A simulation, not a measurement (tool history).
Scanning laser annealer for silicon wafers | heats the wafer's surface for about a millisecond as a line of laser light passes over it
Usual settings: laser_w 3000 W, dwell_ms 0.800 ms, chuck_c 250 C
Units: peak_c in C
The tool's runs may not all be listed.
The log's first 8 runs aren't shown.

run   hour  laser_w  dwell_ms  chuck_c  peak_c
  9   81.2     3000     0.800      250     977
 10   87.8     3000     0.800      250     979
 11   97.3     3000     0.800      250     975
 12  103.2     3000     0.800      266     995
 13  115.1     3177     0.800      250    1017
 14  128.6     2720     0.800      250     912
 15  140.5     2720     0.800      250     917
 16  149.0     2720     0.800      250     916
 17  158.2     2720     0.800      250     915
 18  167.1     2720     0.800      250     915
     170.9  -- laser's power meter calibrated
 19  176.8     2720     0.800      250     915
 20  189.4     3225     0.670      262     966
 21  202.1     3245     0.648      218     913
 22  212.7     2843     0.663      250     874
 23  226.2     2597     0.735      276     885
 24  240.4     2597     0.735      276     881
     253.1  -- laser's power meter calibrated, once more
 25  256.6     2597     0.735      276     876
 26  263.1     2597     0.735      276     882
 27  273.0     3101     0.951      239    1053
 28  286.1     3101     0.865      248    1020
 29  300.5     3000     0.953      250    1042
 30  313.4     3000     0.953      250    1043

Forecast each of these 3 alternatives for the next run:
  A  322.8     2602     0.953      223       ?
  B  322.8     3000     0.687      250       ?
  C  322.8     2705     0.864      250       ?

run  peak_c
  A     920
  B     906
  C     930
Without the tool's hidden state the same runs would have given:
run  peak_c
  A     945
  B     930
  C     954
